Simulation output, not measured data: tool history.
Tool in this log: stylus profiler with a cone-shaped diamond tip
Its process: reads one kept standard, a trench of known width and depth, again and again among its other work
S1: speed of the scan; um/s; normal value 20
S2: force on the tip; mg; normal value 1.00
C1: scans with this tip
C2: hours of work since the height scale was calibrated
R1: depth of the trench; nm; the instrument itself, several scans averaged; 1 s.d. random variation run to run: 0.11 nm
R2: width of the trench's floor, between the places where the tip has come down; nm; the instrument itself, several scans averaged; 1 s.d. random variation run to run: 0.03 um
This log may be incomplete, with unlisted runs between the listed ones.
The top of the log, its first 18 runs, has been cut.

| run | hour | S1 | S2 | C1 | C2 | R1 | R2 |
|---|---|---|---|---|---|---|---|
| 19 | 475.7 | 20 | 1.00 | 3973 | 26 | 500.57 | 45130 |
| 20 | 492.5 | 20 | 2.35 | 4019 | 37 | 502.66 | 45180 |
|  | 519.5 | height scale calibrated on a step standard, once more |
| 21 | 529.2 | 20 | 1.00 | 4119 | 6 | 503.01 | 45150 |
| 22 | 555.7 | 37 | 0.35 | 4193 | 22 | 501.78 | 44900 |
| 23 | 579.0 | 37 | 0.35 | 4257 | 37 | 501.68 | 44890 |
| 24 | 615.8 | 37 | 0.35 | 4359 | 59 | 501.41 | 44900 |
| 25 | 645.4 | 62 | 1.15 | 4441 | 78 | 503.00 | 44840 |
| 26 | 662.0 | 6 | 0.37 | 4486 | 88 | 501.56 | 45110 |
| 27 | 685.8 | 30 | 0.41 | 4552 | 103 | 501.63 | 44930 |
| 28 | 703.0 | 24 | 0.43 | 4600 | 113 | 501.60 | 45040 |
| 29 | 739.8 | 21 | 0.65 | 4702 | 136 | 501.91 | 45050 |
| 30 | 763.6 | 21 | 0.65 | 4768 | 151 | 501.94 | 45030 |
| 31 | 782.0 | 6 | 1.89 | 4818 | 162 | 503.91 | 45120 |
| 32 | 810.6 | 9 | 0.50 | 4898 | 180 | 501.35 | 45080 |
| 33 | 837.1 | 19 | 0.68 | 4971 | 196 | 501.91 | 45020 |
| 34 | 858.2 | 20 | 1.16 | 5029 | 209 | 502.62 | 45040 |
| 35 | 894.3 | 20 | 1.64 | 5129 | 231 | 503.70 | 45060 |
| 36 | 911.4 | 20 | 1.64 | 5176 | 242 | 503.42 | 45070 |
| 37 | 935.8 | 15 | 1.19 | 5244 | 257 | 502.68 | 45100 |
| 38 | 968.3 | 15 | 1.19 | 5334 | 277 | 502.65 | 45120 |
| 39 | 997.7 | 27 | 0.41 | 5415 | 295 | 501.13 | 44920 |
| 40 | 1034.0 | 27 | 0.41 | 5515 | 318 | 501.13 | 44850 |
| 41 | 1061.4 | 7 | 0.61 | 5591 | 334 | 501.67 | 45010 |
| 42 | 1086.5 | 7 | 1.54 | 5661 | 350 | 503.01 | 45050 |

What if the next run were any one of these 5? Each begins from the tool's condition after run 42:
| A | 1109.6 | 20 | 1.53 | 5724 | 364 | ? | ? |
| B | 1109.6 | 50 | 0.38 | 5724 | 364 | ? | ? |
| C | 1109.6 | 9 | 1.59 | 5724 | 364 | ? | ? |
| D | 1109.6 | 22 | 1.25 | 5724 | 364 | ? | ? |
| E | 1109.6 | 7 | 0.86 | 5724 | 364 | ? | ? |

| run | R1 | R2 |
|---|---|---|
| A | 503.20 | 44980 |
| B | 500.93 | 44680 |
| C | 503.08 | 45030 |
| D | 502.51 | 44940 |
| E | 501.88 | 45010 |
Had the tool no hidden state, the same runs would have come out as:
| run | R1 | R2 |
|---|---|---|
| A | 503.65 | 45560 |
| B | 501.37 | 45260 |
| C | 503.53 | 45620 |
| D | 502.96 | 45530 |
| E | 502.33 | 45590 |
